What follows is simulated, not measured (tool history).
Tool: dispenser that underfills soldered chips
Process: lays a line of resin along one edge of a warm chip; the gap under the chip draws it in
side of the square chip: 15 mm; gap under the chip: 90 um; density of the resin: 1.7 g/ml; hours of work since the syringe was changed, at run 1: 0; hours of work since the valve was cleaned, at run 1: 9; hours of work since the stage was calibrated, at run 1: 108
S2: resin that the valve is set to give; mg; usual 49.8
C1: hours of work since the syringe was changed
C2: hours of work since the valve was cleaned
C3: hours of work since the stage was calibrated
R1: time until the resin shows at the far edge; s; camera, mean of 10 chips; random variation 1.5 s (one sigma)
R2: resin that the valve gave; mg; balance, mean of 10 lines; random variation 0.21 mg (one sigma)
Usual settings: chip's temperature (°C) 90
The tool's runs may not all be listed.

{"run": 1, "hour": 0.0, "chip's temperature (°C)": 90, "S2": 49.8, "C1": 0, "C2": 9, "C3": 108, "R1": 150.5, "R2": 49.3}
{"run": 2, "hour": 8.9, "chip's temperature (°C)": 90, "S2": 49.8, "C1": 7, "C2": 16, "C3": 115, "R1": 204.9, "R2": 49.28}
{"hour": 10.5, "done": "new syringe of resin"}
{"hour": 21.0, "done": "new syringe of resin"}
{"run": 3, "hour": 25.5, "chip's temperature (°C)": 90, "S2": 49.8, "C1": 4, "C2": 29, "C3": 128, "R1": 178.7, "R2": 48.83}
{"hour": 32.2, "done": "new syringe of resin"}
{"run": 4, "hour": 38.4, "chip's temperature (°C)": 90, "S2": 60.5, "C1": 5, "C2": 38, "C3": 137, "R1": 186.5, "R2": 59.35}
{"hour": 43.3, "done": "new syringe of resin"}
{"run": 5, "hour": 50.8, "chip's temperature (°C)": 90, "S2": 49, "C1": 6, "C2": 48, "C3": 147, "R1": 203, "R2": 47.61}
{"hour": 53.8, "done": "new syringe of resin"}
{"hour": 64.7, "done": "new syringe of resin"}
{"run": 6, "hour": 66.4, "chip's temperature (°C)": 90, "S2": 43.8, "C1": 1, "C2": 60, "C3": 159, "R1": 164.9, "R2": 42.54}
{"hour": 75.1, "done": "new syringe of resin"}
{"run": 7, "hour": 78.0, "chip's temperature (°C)": 96, "S2": 43.8, "C1": 2, "C2": 69, "C3": 168, "R1": 135.8, "R2": 42.29}
{"hour": 86.1, "done": "new syringe of resin"}
{"run": 8, "hour": 90.7, "chip's temperature (°C)": 96, "S2": 43.8, "C1": 4, "C2": 79, "C3": 178, "R1": 142.2, "R2": 41.92}
{"hour": 96.6, "done": "new syringe of resin"}
{"run": 9, "hour": 101.4, "chip's temperature (°C)": 83, "S2": 49.8, "C1": 4, "C2": 87, "C3": 186, "R1": 264.2, "R2": 47.58}
{"hour": 107.8, "done": "new syringe of resin"}
{"run": 10, "hour": 113.7, "chip's temperature (°C)": 90, "S2": 49.8, "C1": 5, "C2": 96, "C3": 195, "R1": 192.7, "R2": 47.71}
{"hour": 118.5, "done": "new syringe of resin"}
{"run": 11, "hour": 126.1, "chip's temperature (°C)": 90, "S2": 49.8, "C1": 6, "C2": 106, "C3": 205, "R1": 201.7, "R2": 47.25}
{"hour": 128.9, "done": "new syringe of resin"}
{"hour": 140.0, "done": "new syringe of resin"}
{"hour": 141.0, "done": "dispensing valve cleaned and set on the balance"}
{"run": 12, "hour": 144.3, "chip's temperature (°C)": 90, "S2": 43.3, "C1": 3, "C2": 3, "C3": 218, "R1": 185.9, "R2": 43.55}
{"hour": 151.8, "done": "new syringe of resin"}
{"run": 13, "hour": 155.1, "chip's temperature (°C)": 90, "S2": 43.3, "C1": 3, "C2": 11, "C3": 226, "R1": 181.9, "R2": 43.16}
{"hour": 162.4, "done": "new syringe of resin"}
{"run": 14, "hour": 167.1, "chip's temperature (°C)": 90, "S2": 43.3, "C1": 4, "C2": 20, "C3": 235, "R1": 193.1, "R2": 43.08}
{"hour": 172.9, "done": "new syringe of resin"}
{"run": 15, "hour": 176.7, "chip's temperature (°C)": 90, "S2": 43.3, "C1": 3, "C2": 27, "C3": 243, "R1": 184.9, "R2": 42.41}
{"hour": 183.7, "done": "new syringe of resin"}
{"run": 16, "hour": 188.6, "chip's temperature (°C)": 90, "S2": 49.8, "C1": 4, "C2": 37, "C3": 252, "R1": 185.8, "R2": 48.92}
{"hour": 194.0, "done": "new syringe of resin"}
{"hour": 204.5, "done": "new syringe of resin"}
{"run": 17, "hour": 204.5, "chip's temperature (°C)": 102, "S2": 49.8, "C1": 0, "C2": 49, "C3": 264, "R1": 90.5, "R2": 48.45}
{"run": 18, "hour": 213.3, "chip's temperature (°C)": 102, "S2": 49.8, "C1": 7, "C2": 56, "C3": 271, "R1": 123.9, "R2": 48.37}
{"hour": 215.2, "done": "new syringe of resin"}
{"hour": 225.6, "done": "new syringe of resin"}
{"run": 19, "hour": 226.1, "chip's temperature (°C)": 105, "S2": 61.2, "C1": 0, "C2": 65, "C3": 280, "R1": 79.4, "R2": 58.79}
{"hour": 237.2, "done": "new syringe of resin"}
{"run": 20, "hour": 242.3, "chip's temperature (°C)": 91, "S2": 43.7, "C1": 4, "C2": 78, "C3": 293, "R1": 186.5, "R2": 41.85}
{"hour": 248.2, "done": "new syringe of resin"}
{"run": 21, "hour": 251.2, "chip's temperature (°C)": 91, "S2": 43.7, "C1": 2, "C2": 85, "C3": 300, "R1": 175.7, "R2": 41.41}
{"hour": 259.3, "done": "new syringe of resin"}
{"run": 22, "hour": 261.7, "chip's temperature (°C)": 91, "S2": 43.7, "C1": 2, "C2": 93, "C3": 308, "R1": 174.6, "R2": 41.51}
{"hour": 270.2, "done": "new syringe of resin"}
{"run": 23, "hour": 276.5, "chip's temperature (°C)": 91, "S2": 43.7, "C1": 5, "C2": 104, "C3": 319, "R1": 197.9, "R2": 41.54}
{"hour": 280.7, "done": "new syringe of resin"}
{"run": 24, "hour": 284.6, "chip's temperature (°C)": 104, "S2": 46.2, "C1": 3, "C2": 110, "C3": 325, "R1": 100.8, "R2": 43.65}
{"hour": 292.2, "done": "new syringe of resin"}
{"hour": 293.2, "done": "dispensing valve cleaned and set on the balance"}
{"run": 25, "hour": 297.0, "chip's temperature (°C)": 81, "S2": 61.6, "C1": 3, "C2": 3, "C3": 334, "R1": 282.9, "R2": 61.43}
{"hour": 304.0, "done": "new syringe of resin"}
{"run": 26, "hour": 309.8, "chip's temperature (°C)": 102, "S2": 49.8, "C1": 5, "C2": 13, "C3": 344, "R1": 113.2, "R2": 49.4}
{"hour": 315.0, "done": "new syringe of resin"}
{"hour": 325.4, "done": "new syringe of resin"}
{"run": 27, "hour": 326.5, "chip's temperature (°C)": 96, "S2": 59.8, "C1": 1, "C2": 26, "C3": 357, "R1": 125.3, "R2": 58.63}
{"hour": 336.4, "done": "new syringe of resin"}
{"run": 28, "hour": 340.8, "chip's temperature (°C)": 96, "S2": 42.4, "C1": 3, "C2": 37, "C3": 368, "R1": 149.3, "R2": 41.85}
{"hour": 346.7, "done": "new syringe of resin"}
{"run": 29, "hour": 350.5, "chip's temperature (°C)": 100, "S2": 42.3, "C1": 3, "C2": 44, "C3": 375, "R1": 119, "R2": 41.46}
{"hour": 357.1, "done": "new syringe of resin"}
{"run": 30, "hour": 365.1, "chip's temperature (°C)": 90, "S2": 51.9, "C1": 6, "C2": 55, "C3": 386, "R1": 216, "R2": 50.77}
{"hour": 368.1, "done": "new syringe of resin"}
{"run": 31, "hour": 374.1, "chip's temperature (°C)": 79, "S2": 51.9, "C1": 5, "C2": 62, "C3": 393, "R1": 341.6, "R2": 50.46}
{"hour": 379.5, "done": "new syringe of resin"}
{"run": 32, "hour": 387.6, "chip's temperature (°C)": 91, "S2": 49.3, "C1": 6, "C2": 73, "C3": 404, "R1": 207.3, "R2": 47.76}
{"hour": 390.1, "done": "new syringe of resin"}
{"hour": 400.4, "done": "new syringe of resin"}
{"run": 33, "hour": 405.4, "chip's temperature (°C)": 91, "S2": 49.3, "C1": 4, "C2": 86, "C3": 417, "R1": 189.1, "R2": 47.43}
{"hour": 411.1, "done": "new syringe of resin"}
{"run": 34, "hour": 419.7, "chip's temperature (°C)": 90, "S2": 44.3, "C1": 7, "C2": 97, "C3": 428, "R1": 224.3, "R2": 42.19}

The same runs without the tool's hidden state, with the same run-to-run variation:
The hidden state here: resin's viscosity, % of fresh resin's; dose that the valve gives, % of what is set; true chip temperature over the reading, C; drift of the gauge itself on fill_s, %; drift of the gauge itself on given_mg, %.
run=1 R1=151.4 R2=49.5
run=2 R1=150.8 R2=49.67
run=3 R1=149.9 R2=49.51
run=4 R1=146.4 R2=60.5
run=5 R1=149.9 R2=48.78
run=6 R1=153.3 R2=43.88
run=7 R1=119.2 R2=43.82
run=8 R1=116.3 R2=43.67
run=9 R1=215.1 R2=49.79
run=10 R1=152.2 R2=50.17
run=11 R1=149.7 R2=49.98
run=12 R1=158.4 R2=43.56
run=13 R1=155.9 R2=43.36
run=14 R1=155.5 R2=43.49
run=15 R1=154.6 R2=43.01
run=16 R1=148.3 R2=49.84
run=17 R1=86.9 R2=49.7
run=18 R1=87.3 R2=49.79
run=19 R1=73.6 R2=60.84
run=20 R1=148.3 R2=43.6
run=21 R1=149.4 R2=43.3
run=22 R1=150.4 R2=43.59
run=23 R1=147.7 R2=43.9
run=24 R1=81.4 R2=46.28
run=25 R1=229 R2=61.39
run=26 R1=87.1 R2=49.62
run=27 R1=113.2 R2=59.28
run=28 R1=119.2 R2=42.53
run=29 R1=97.8 R2=42.29
run=30 R1=152.1 R2=52.09
run=31 R1=255.9 R2=51.96
run=32 R1=145 R2=49.49
run=33 R1=143.8 R2=49.52
run=34 R1=153.9 R2=44.32

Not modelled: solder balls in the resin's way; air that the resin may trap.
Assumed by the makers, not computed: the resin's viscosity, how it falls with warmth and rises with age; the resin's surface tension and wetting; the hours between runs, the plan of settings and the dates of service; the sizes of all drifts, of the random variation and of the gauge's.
